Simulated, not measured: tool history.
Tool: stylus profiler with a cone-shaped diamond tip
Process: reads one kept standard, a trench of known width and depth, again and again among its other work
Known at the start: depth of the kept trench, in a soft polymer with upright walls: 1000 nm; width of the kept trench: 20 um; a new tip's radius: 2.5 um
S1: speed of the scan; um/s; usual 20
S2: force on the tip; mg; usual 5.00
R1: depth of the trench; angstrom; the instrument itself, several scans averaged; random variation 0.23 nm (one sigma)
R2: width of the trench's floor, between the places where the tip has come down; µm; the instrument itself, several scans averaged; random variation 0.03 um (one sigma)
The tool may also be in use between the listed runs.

| run | hour | S1 | S2 | R1 | R2 |
|---|---|---|---|---|---|
| 1 | 0.0 | 20 | 5.00 | 10103.2 | 15.86 |
| 2 | 37.8 | 20 | 5.00 | 10097.2 | 15.83 |
| 3 | 72.5 | 20 | 5.00 | 10102.6 | 15.73 |
| 4 | 99.5 | 20 | 5.00 | 10098.6 | 15.67 |
| 5 | 133.0 | 20 | 5.00 | 10098.1 | 15.64 |
| 6 | 162.3 | 20 | 7.45 | 10130.2 | 15.59 |
| 7 | 204.1 | 5 | 5.00 | 10105.3 | 15.57 |
| 8 | 231.3 | 5 | 5.00 | 10103.6 | 15.48 |
| 9 | 277.5 | 20 | 8.93 | 10150.5 | 15.40 |
| 10 | 312.1 | 29 | 5.00 | 10103.8 | 15.25 |
| 11 | 347.2 | 73 | 8.31 | 10140.7 | 15.09 |
| 12 | 390.5 | 73 | 8.31 | 10139.7 | 14.97 |
| 13 | 438.7 | 14 | 8.31 | 10144.7 | 15.13 |
| 14 | 480.1 | 14 | 2.33 | 10069.2 | 15.00 |
| 15 | 523.9 | 17 | 4.69 | 10102.1 | 14.97 |
| 16 | 550.0 | 29 | 12.63 | 10192.6 | 14.91 |
| 17 | 581.7 | 15 | 1.85 | 10060.0 | 14.81 |
| 18 | 619.5 | 58 | 2.76 | 10076.3 | 14.56 |
| 19 | 668.6 | 8 | 4.74 | 10107.7 | 14.77 |
| 20 | 700.5 | 52 | 8.34 | 10153.8 | 14.55 |

5 ways to go on from here, each from the tool as it stands after run 20. What would each give?
| A | 733.9 | 14 | 5.00 | ? | ? |
| B | 733.9 | 8 | 4.50 | ? | ? |
| C | 733.9 | 52 | 13.70 | ? | ? |
| D | 733.9 | 52 | 4.71 | ? | ? |
| E | 733.9 | 6 | 10.90 | ? | ? |

| run | R1 | R2 |
|---|---|---|
| A | 10110.9 | 14.56 |
| B | 10101.8 | 14.61 |
| C | 10205.5 | 14.54 |
| D | 10107.6 | 14.43 |
| E | 10179.1 | 14.65 |
Without the tool's hidden state the same runs would have given:
| run | R1 | R2 |
|---|---|---|
| A | 10097.1 | 15.88 |
| B | 10088.0 | 15.93 |
| C | 10191.5 | 15.86 |
| D | 10093.8 | 15.74 |
| E | 10165.1 | 15.97 |
